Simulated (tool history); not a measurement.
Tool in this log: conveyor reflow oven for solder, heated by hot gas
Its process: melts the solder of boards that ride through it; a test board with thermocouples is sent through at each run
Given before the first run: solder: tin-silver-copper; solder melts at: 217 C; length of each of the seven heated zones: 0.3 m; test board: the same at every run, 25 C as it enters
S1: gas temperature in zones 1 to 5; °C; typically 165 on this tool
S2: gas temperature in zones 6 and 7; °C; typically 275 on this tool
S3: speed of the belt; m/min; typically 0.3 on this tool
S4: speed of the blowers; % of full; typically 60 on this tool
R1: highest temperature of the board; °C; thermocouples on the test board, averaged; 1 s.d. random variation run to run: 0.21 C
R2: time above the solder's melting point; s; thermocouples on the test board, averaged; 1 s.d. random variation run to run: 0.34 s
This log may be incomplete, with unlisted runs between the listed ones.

Run 1, hour 0: usual settings. Result: R1 259 °C, R2 93 s.
Run 2, hour 6.6: usual settings. Result: R1 259.5 °C, R2 92.7 s.
Run 3, hour 12.9: usual settings. Result: R1 259.4 °C, R2 93.1 s.
Run 4, hour 20.7: usual settings. Result: R1 259.1 °C, R2 93.2 s.
Run 5, hour 29.6: usual settings. Result: R1 259.5 °C, R2 92.7 s.
Run 6, hour 34.3: usual settings. Result: R1 259.7 °C, R2 93.3 s.
Run 7, hour 39.6: usual settings. Result: R1 258.9 °C, R2 92.9 s.
Run 8, hour 46.1: usual settings but S4 74 % of full. Result: R1 262.6 °C, R2 96.5 s.
Run 9, hour 55.2: usual settings but S1 155 °C, S2 269 °C, S3 0.324 m/min, S4 51 % of full. Result: R1 246.4 °C, R2 65.4 s.
At hour 60.6: flux residue cleaned out of gas plates and filters.
Run 10, hour 68.7: usual settings but S1 177 °C, S2 269 °C, S3 0.324 m/min, S4 88 % of full. Result: R1 258.9 °C, R2 92.3 s.

Run 11 has not been measured yet. What should we expect?
Run 11, hour 73.5: usual settings but S1 174 °C, S2 266 °C, S3 0.342 m/min. Result: R1 ?, R2 ?.

{"run 11": {"R1": 248.5, "R2": 73.2}}
Take away the tool's hidden state, keep the run-to-run variation as it was, and the same run would have given R1 248.8 °C, R2 73.9 s.

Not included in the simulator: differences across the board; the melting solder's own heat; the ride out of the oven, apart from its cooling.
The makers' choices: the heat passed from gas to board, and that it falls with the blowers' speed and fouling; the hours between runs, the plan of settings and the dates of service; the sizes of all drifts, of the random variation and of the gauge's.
